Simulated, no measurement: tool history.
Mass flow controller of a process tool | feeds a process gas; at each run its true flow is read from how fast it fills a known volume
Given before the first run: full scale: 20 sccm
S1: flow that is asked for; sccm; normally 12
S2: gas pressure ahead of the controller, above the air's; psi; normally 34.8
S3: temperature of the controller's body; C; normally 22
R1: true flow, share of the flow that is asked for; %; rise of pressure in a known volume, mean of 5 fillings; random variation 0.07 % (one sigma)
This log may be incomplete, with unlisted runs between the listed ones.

run	hour	S1	S2	S3	R1
1	0	12	34.8	22	98.85
2	233.4	13	34.8	22	99.01
3	441.4	18	34.8	22	99.86
4	611.5	12	34.8	40	97.48
5	758.3	12	34.8	40	97.49
6	964.6	12	34.8	40	97.55
7	1198.1	12	34.8	40	97.5
8	1338.3	12	34.8	25	98.74
9	1565	12	34.8	25	98.69
10	1786.7	12	34.8	22	99.07
11	2001.6	12	34.8	22	98.87
12	2181.8	12	34.8	22	98.92
13	2341.9	12	34.8	22	98.84
14	2471.3	12	34.8	22	99.02
15	2644.9	12	34.8	22	98.86
16	2884.5	12	34.8	22	98.92
17	3021.2	12	34.8	22	98.8
18	3219	12	34.8	22	98.84
19	3400.3	12	34.8	22	98.86
20	3603.9	12	34.8	22	98.87
21	3702.2	12	34.8	22	98.89
22	3856.4	12	34.8	22	98.77
23	4016.3	12	32.8	22	98.84
24	4200	12	32.8	22	99.01
25	4372.8	12	32.8	22	98.86
26	4499.9	12	32.8	22	98.74
27	4654.5	5	27.1	39	96.54
28	4794.1	5	27.1	39	96.5
29	4985.6	12	27	37	97.94
30	5221.3	12	27	37	97.69
31	5435.9	17	20.3	22	99.91
32	5664.6	15	38.6	22	99.35
33	5767.6	15	38.6	22	99.12
34	5936	15	38.6	22	99.34
35	6143.3	15	38.6	22	99.18
36	6297.5	7	29.7	22	98.23
37	6425	19	37.6	25	99.67
38	6628	12	34.8	25	98.67
39	6796	12	34.8	25	98.6
40	6898.8	16	27.8	26	99.41
41	7093.1	12	34.8	33	98.13
42	7280.1	12	31.6	33	98.02
43	7515.1	12	31.6	33	98.18
44	7661.3	12	31.6	33	98.08
45	7851.6	4	34.8	37	96.51
46	8039.1	4	34.8	37	96.39
47	8246.4	3	34.8	20	97.8
48	8346.5	12	37.9	23	98.74

Not shown here: 1 entry made in the log between runs. Locate each between two listed runs and compare the hidden state at the listed run before it with the hidden state at the listed run after it:
In the gap between runs 15 and 16: controller exchanged for a calibrated one (hour 2682.8)
  flow at rest that the sensor doesn't see, % of full scale: -0.007 -> -0.001; true flow over the shown one, %: 0.05 -> 0
